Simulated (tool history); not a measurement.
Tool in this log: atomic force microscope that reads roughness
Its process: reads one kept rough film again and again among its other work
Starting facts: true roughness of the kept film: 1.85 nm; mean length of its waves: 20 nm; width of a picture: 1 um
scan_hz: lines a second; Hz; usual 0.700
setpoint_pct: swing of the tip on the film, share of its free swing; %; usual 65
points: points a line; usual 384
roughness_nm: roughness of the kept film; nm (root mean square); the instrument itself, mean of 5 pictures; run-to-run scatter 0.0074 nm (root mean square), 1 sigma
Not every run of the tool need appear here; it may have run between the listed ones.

{"run": 1, "hour": 0.0, "scan_hz": 0.7, "setpoint_pct": 65, "points": 384, "roughness_nm": 1.401}
{"run": 2, "hour": 33.9, "scan_hz": 0.7, "setpoint_pct": 65, "points": 384, "roughness_nm": 1.349}
{"run": 3, "hour": 73.6, "scan_hz": 0.7, "setpoint_pct": 65, "points": 384, "roughness_nm": 1.289}
{"hour": 88.7, "done": "new tip fitted"}
{"run": 4, "hour": 109.8, "scan_hz": 0.7, "setpoint_pct": 65, "points": 384, "roughness_nm": 1.52}
{"run": 5, "hour": 146.5, "scan_hz": 3.612, "setpoint_pct": 65, "points": 384, "roughness_nm": 1.297}
{"run": 6, "hour": 171.5, "scan_hz": 0.7, "setpoint_pct": 65, "points": 384, "roughness_nm": 1.427}
{"run": 7, "hour": 202.4, "scan_hz": 0.7, "setpoint_pct": 65, "points": 384, "roughness_nm": 1.373}
{"run": 8, "hour": 234.7, "scan_hz": 0.7, "setpoint_pct": 87, "points": 384, "roughness_nm": 1.233}
{"run": 9, "hour": 258.6, "scan_hz": 0.7, "setpoint_pct": 65, "points": 495, "roughness_nm": 1.286}
{"hour": 267.6, "done": "new tip fitted"}
{"run": 10, "hour": 300.3, "scan_hz": 0.7, "setpoint_pct": 86, "points": 384, "roughness_nm": 1.389}
{"run": 11, "hour": 344.7, "scan_hz": 0.7, "setpoint_pct": 69, "points": 384, "roughness_nm": 1.408}
{"run": 12, "hour": 367.0, "scan_hz": 0.7, "setpoint_pct": 69, "points": 384, "roughness_nm": 1.364}
{"run": 13, "hour": 400.6, "scan_hz": 1.686, "setpoint_pct": 65, "points": 670, "roughness_nm": 1.28}
{"run": 14, "hour": 425.2, "scan_hz": 1.686, "setpoint_pct": 65, "points": 670, "roughness_nm": 1.249}
{"hour": 446.6, "done": "new tip fitted"}
{"run": 15, "hour": 453.2, "scan_hz": 1.686, "setpoint_pct": 65, "points": 670, "roughness_nm": 1.501}

What if the next run were any one of these 5? Each begins from the tool's condition after run 15:
{"run": "A", "hour": 478.8, "scan_hz": 1.686, "setpoint_pct": 60, "points": 670, "roughness_nm": "?"}
{"run": "B", "hour": 478.8, "scan_hz": 1.224, "setpoint_pct": 68, "points": 384, "roughness_nm": "?"}
{"run": "C", "hour": 478.8, "scan_hz": 2.561, "setpoint_pct": 60, "points": 406, "roughness_nm": "?"}
{"run": "D", "hour": 478.8, "scan_hz": 0.7, "setpoint_pct": 77, "points": 384, "roughness_nm": "?"}
{"run": "E", "hour": 478.8, "scan_hz": 0.7, "setpoint_pct": 72, "points": 299, "roughness_nm": "?"}

run=A roughness_nm=1.478
run=B roughness_nm=1.463
run=C roughness_nm=1.447
run=D roughness_nm=1.456
run=E roughness_nm=1.469
The same runs, with their run-to-run variation unchanged, on a tool lacking any hidden condition would have given:
run=A roughness_nm=1.536
run=B roughness_nm=1.520
run=C roughness_nm=1.503
run=D roughness_nm=1.512
run=E roughness_nm=1.526
